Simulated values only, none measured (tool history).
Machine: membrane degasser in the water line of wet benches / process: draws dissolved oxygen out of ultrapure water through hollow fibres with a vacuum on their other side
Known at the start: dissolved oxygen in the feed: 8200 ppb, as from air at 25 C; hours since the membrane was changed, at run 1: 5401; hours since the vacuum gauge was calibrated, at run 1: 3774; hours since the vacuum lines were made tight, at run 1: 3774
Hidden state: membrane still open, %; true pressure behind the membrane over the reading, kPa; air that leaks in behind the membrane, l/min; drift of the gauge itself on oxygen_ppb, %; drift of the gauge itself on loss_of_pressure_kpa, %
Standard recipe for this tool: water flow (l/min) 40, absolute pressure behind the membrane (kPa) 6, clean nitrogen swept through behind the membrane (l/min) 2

run	day	water flow (l/min)	absolute pressure behind the membrane (kPa)	clean nitrogen swept through behind the membrane (l/min)	hours since the membrane was changed	hours since the vacuum gauge was calibrated	hours since the vacuum lines were made tight	dissolved oxygen in the water behind the degasser (ppb)	pressure that the water loses in the fibres (kPa)
1	0	40	6	2	5401	3774	3774	329	48.63
2	4.971	40	6	2	5520	3893	3893	328	48.08
3	7.938	40	6	2	5591	3965	3965	337.3	48.19
4	10.942	40	6	2	5663	4037	4037	327.7	48.32
5	14.642	40	6	2	5752	4125	4125	327.3	48.3
6	17.617	47	6	2	5823	4197	4197	433.7	56.82
# day 21.825: vacuum gauge calibrated
7	23.258	26	5.3	2	5958	34	4332	121.3	31.52
8	26.683	40	13.81	1.11	6041	117	4414	910.3	48.52
9	29.946	37	6	3.64	6119	195	4492	230.1	44.93
10	34.829	37	6	3.64	6236	312	4609	235	44.92
11	38.867	40	6	4.92	6333	409	4706	255.5	48.44
12	41.904	40	7.47	3.38	6406	482	4779	323	48.47

Per-run results on a tool with no hidden state, each run keeping its own random variation:
run	dissolved oxygen in the water behind the degasser (ppb)	pressure that the water loses in the fibres (kPa)
1	302.2	47.39
2	300.8	46.82
3	308.9	46.91
4	299.7	47.03
5	298.8	46.99
6	398.1	55.25
7	112.6	30.64
8	889.7	47.15
9	211.2	43.64
10	215.4	43.61
11	233	47
12	299.1	47.01
